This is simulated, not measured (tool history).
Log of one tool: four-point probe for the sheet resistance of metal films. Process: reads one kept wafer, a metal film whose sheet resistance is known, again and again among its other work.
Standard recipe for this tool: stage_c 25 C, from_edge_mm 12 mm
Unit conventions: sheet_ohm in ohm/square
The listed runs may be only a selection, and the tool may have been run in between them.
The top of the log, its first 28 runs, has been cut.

run   hour  stage_c  from_edge_mm  touches since the probe head was changed  hours of work since the stage's thermometer was calibrated  sheet_ohm
 29  450.3       18             3                                     30583                                                         284   12.98058
 30  464.2       21             6                                     31304                                                         294  12.433762
 31    481       21             8                                     32184                                                         307    12.3565
 32  492.4       26             5                                     32779                                                         316   12.44209
 33  507.3       23            69                                     33556                                                         327  12.225484
 34    522       19            12                                     34320                                                         338  12.321687
 35  544.2       20             5                                     35481                                                         355  12.518133
 36  556.1       31             9                                     36098                                                         364  12.195632
 37  571.4       33             9                                     36900                                                         376   12.17375
 38  585.4       25            18                                     37630                                                         386  12.219319
 39    601       25            62                                     38443                                                         398   12.19702
 40  610.8       20            10                                     38954                                                         406  12.322484
 41  625.4       34            10                                     39712                                                         417  12.144189
 42  636.5       33            62                                     40293                                                         425  12.094898
 43  654.6       33            62                                     41237                                                         439  12.093897
 44  669.2       35            55                                     42000                                                         450  12.068854
 45  679.3       29            39                                     42527                                                         457  12.145678
 46  701.7       29            39                                     43697                                                         474   12.14619

Below are 3 alternative next runs, each starting from the tool's condition after run 46. Predict each:
  A  717.5       30            16                                     44517                                                         486          ?
  B  717.5       18             9                                     44517                                                         486          ?
  C  717.5       31            13                                     44517                                                         486          ?

run  sheet_ohm
  A  12.157835
  B  12.363394
  C  12.152955
The same runs, with their run-to-run variation unchanged, on a tool lacking any hidden condition would have given:
run  sheet_ohm
  A  12.181245
  B  12.387246
  C  12.176349
